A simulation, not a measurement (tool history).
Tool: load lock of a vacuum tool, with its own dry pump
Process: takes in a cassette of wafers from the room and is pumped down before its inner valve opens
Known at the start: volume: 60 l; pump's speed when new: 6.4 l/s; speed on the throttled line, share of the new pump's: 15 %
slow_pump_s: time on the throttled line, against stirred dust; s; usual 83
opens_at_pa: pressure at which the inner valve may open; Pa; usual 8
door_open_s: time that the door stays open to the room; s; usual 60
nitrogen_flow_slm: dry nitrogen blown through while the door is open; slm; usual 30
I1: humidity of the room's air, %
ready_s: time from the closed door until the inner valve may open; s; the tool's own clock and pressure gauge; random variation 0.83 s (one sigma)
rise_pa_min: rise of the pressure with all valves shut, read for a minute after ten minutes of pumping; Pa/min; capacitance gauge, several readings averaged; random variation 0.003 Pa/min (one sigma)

run 1 hour=0.0 | slow_pump_s=83 opens_at_pa=8 door_open_s=60 nitrogen_flow_slm=30 | I1=44.0 | ready_s=160.3 rise_pa_min=0.033
run 2 hour=360.2 | slow_pump_s=83 opens_at_pa=10 door_open_s=60 nitrogen_flow_slm=30 | I1=44.8 | ready_s=156.6 rise_pa_min=0.034
run 3 hour=906.3 | slow_pump_s=83 opens_at_pa=10 door_open_s=60 nitrogen_flow_slm=30 | I1=44.6 | ready_s=157.8 rise_pa_min=0.039
run 4 hour=1163.8 | slow_pump_s=83 opens_at_pa=8 door_open_s=73 nitrogen_flow_slm=30 | I1=44.8 | ready_s=158.5 rise_pa_min=0.035
run 5 hour=1775.1 | slow_pump_s=83 opens_at_pa=8 door_open_s=132 nitrogen_flow_slm=30 | I1=46.8 | ready_s=160.3 rise_pa_min=0.049
run 6 hour=2257.4 | slow_pump_s=83 opens_at_pa=8 door_open_s=60 nitrogen_flow_slm=30 | I1=43.6 | ready_s=159.3 rise_pa_min=0.034
run 7 hour=2839.3 | slow_pump_s=83 opens_at_pa=8 door_open_s=60 nitrogen_flow_slm=30 | I1=43.9 | ready_s=159.1 rise_pa_min=0.033
run 8 hour=3183.8 | slow_pump_s=83 opens_at_pa=8 door_open_s=60 nitrogen_flow_slm=30 | I1=43.7 | ready_s=158.8 rise_pa_min=0.036
run 9 hour=3441.7 | slow_pump_s=83 opens_at_pa=8 door_open_s=60 nitrogen_flow_slm=30 | I1=46.8 | ready_s=160.7 rise_pa_min=0.041
run 10 hour=3986.2 | slow_pump_s=59 opens_at_pa=8 door_open_s=60 nitrogen_flow_slm=30 | I1=46.8 | ready_s=138.3 rise_pa_min=0.039
run 11 hour=4469.1 | slow_pump_s=59 opens_at_pa=8 door_open_s=60 nitrogen_flow_slm=30 | I1=46.0 | ready_s=138.9 rise_pa_min=0.037
run 12 hour=4765.0 | slow_pump_s=59 opens_at_pa=8 door_open_s=60 nitrogen_flow_slm=30 | I1=46.6 | ready_s=139.8 rise_pa_min=0.037
run 13 hour=5368.2 | slow_pump_s=59 opens_at_pa=8 door_open_s=60 nitrogen_flow_slm=30 | I1=45.7 | ready_s=138.9 rise_pa_min=0.037
run 14 hour=5888.9 | slow_pump_s=159 opens_at_pa=8 door_open_s=60 nitrogen_flow_slm=30 | I1=50.1 | ready_s=223.9 rise_pa_min=0.039
run 15 hour=6340.3 | slow_pump_s=159 opens_at_pa=8 door_open_s=60 nitrogen_flow_slm=30 | I1=45.4 | ready_s=225.4 rise_pa_min=0.035
run 16 hour=6620.2 | slow_pump_s=159 opens_at_pa=8 door_open_s=60 nitrogen_flow_slm=30 | I1=48.0 | ready_s=224.6 rise_pa_min=0.037
-- hour=6769.1 door's seal changed, seat wiped
run 17 hour=7077.3 | slow_pump_s=159 opens_at_pa=8 door_open_s=60 nitrogen_flow_slm=41 | I1=46.9 | ready_s=224.2 rise_pa_min=0.032
run 18 hour=7661.4 | slow_pump_s=159 opens_at_pa=8 door_open_s=60 nitrogen_flow_slm=41 | I1=46.7 | ready_s=225.5 rise_pa_min=0.027
run 19 hour=7944.6 | slow_pump_s=77 opens_at_pa=8 door_open_s=60 nitrogen_flow_slm=37 | I1=44.9 | ready_s=154.4 rise_pa_min=0.033
run 20 hour=8283.0 | slow_pump_s=77 opens_at_pa=8 door_open_s=60 nitrogen_flow_slm=37 | I1=46.7 | ready_s=155.3 rise_pa_min=0.037
run 21 hour=8855.8 | slow_pump_s=83 opens_at_pa=8 door_open_s=60 nitrogen_flow_slm=22 | I1=42.6 | ready_s=160.8 rise_pa_min=0.036
run 22 hour=9477.9 | slow_pump_s=58 opens_at_pa=8 door_open_s=107 nitrogen_flow_slm=5 | I1=40.8 | ready_s=138.2 rise_pa_min=0.063
run 23 hour=10099.7 | slow_pump_s=58 opens_at_pa=8 door_open_s=107 nitrogen_flow_slm=5 | I1=42.2 | ready_s=138.3 rise_pa_min=0.064
run 24 hour=10618.7 | slow_pump_s=58 opens_at_pa=8 door_open_s=35 nitrogen_flow_slm=9 | I1=46.7 | ready_s=138.4 rise_pa_min=0.043
run 25 hour=11075.2 | slow_pump_s=90 opens_at_pa=8 door_open_s=34 nitrogen_flow_slm=33 | I1=46.3 | ready_s=164.8 rise_pa_min=0.029
run 26 hour=11640.3 | slow_pump_s=87 opens_at_pa=14 door_open_s=60 nitrogen_flow_slm=30 | I1=43.7 | ready_s=157.0 rise_pa_min=0.032
run 27 hour=12020.7 | slow_pump_s=87 opens_at_pa=14 door_open_s=60 nitrogen_flow_slm=30 | I1=42.8 | ready_s=157.9 rise_pa_min=0.030
run 28 hour=12361.6 | slow_pump_s=48 opens_at_pa=9 door_open_s=60 nitrogen_flow_slm=30 | I1=43.7 | ready_s=127.6 rise_pa_min=0.039
run 29 hour=12926.5 | slow_pump_s=48 opens_at_pa=9 door_open_s=60 nitrogen_flow_slm=30 | I1=42.4 | ready_s=128.3 rise_pa_min=0.031
run 30 hour=13517.2 | slow_pump_s=137 opens_at_pa=9 door_open_s=60 nitrogen_flow_slm=30 | I1=45.2 | ready_s=204.1 rise_pa_min=0.038
run 31 hour=14008.0 | slow_pump_s=137 opens_at_pa=7 door_open_s=137 nitrogen_flow_slm=42 | I1=40.9 | ready_s=207.5 rise_pa_min=0.040
-- hour=14167.4 dry pump taken out, an overhauled one fitted
run 32 hour=14482.7 | slow_pump_s=83 opens_at_pa=12 door_open_s=240 nitrogen_flow_slm=30 | I1=44.7 | ready_s=154.2 rise_pa_min=0.064
run 33 hour=14766.6 | slow_pump_s=161 opens_at_pa=13 door_open_s=53 nitrogen_flow_slm=20 | I1=48.4 | ready_s=221.8 rise_pa_min=0.043
run 34 hour=15170.7 | slow_pump_s=69 opens_at_pa=14 door_open_s=90 nitrogen_flow_slm=20 | I1=47.7 | ready_s=142.3 rise_pa_min=0.051
run 35 hour=15423.1 | slow_pump_s=112 opens_at_pa=8 door_open_s=32 nitrogen_flow_slm=8 | I1=42.4 | ready_s=183.4 rise_pa_min=0.040
run 36 hour=15963.9 | slow_pump_s=83 opens_at_pa=6 door_open_s=39 nitrogen_flow_slm=7 | I1=49.1 | ready_s=162.0 rise_pa_min=0.054

4 ways to go on from here, each from the tool as it stands after run 36. What would each give?
run A hour=16222.5 | slow_pump_s=59 opens_at_pa=8 door_open_s=60 nitrogen_flow_slm=22 | I1=44.9 | ready_s=? rise_pa_min=?
run B hour=16222.5 | slow_pump_s=44 opens_at_pa=8 door_open_s=60 nitrogen_flow_slm=30 | I1=43.6 | ready_s=? rise_pa_min=?
run C hour=16222.5 | slow_pump_s=65 opens_at_pa=13 door_open_s=60 nitrogen_flow_slm=30 | I1=48.1 | ready_s=? rise_pa_min=?
run D hour=16222.5 | slow_pump_s=83 opens_at_pa=6 door_open_s=39 nitrogen_flow_slm=9 | I1=43.0 | ready_s=? rise_pa_min=?

run=A ready_s=139.4 rise_pa_min=0.038
run=B ready_s=126.1 rise_pa_min=0.034
run=C ready_s=139.2 rise_pa_min=0.040
run=D ready_s=162.2 rise_pa_min=0.045
Without the tool's hidden state the same runs would have given:
run=A ready_s=139.4 rise_pa_min=0.036
run=B ready_s=126.1 rise_pa_min=0.032
run=C ready_s=139.2 rise_pa_min=0.038
run=D ready_s=162.1 rise_pa_min=0.043
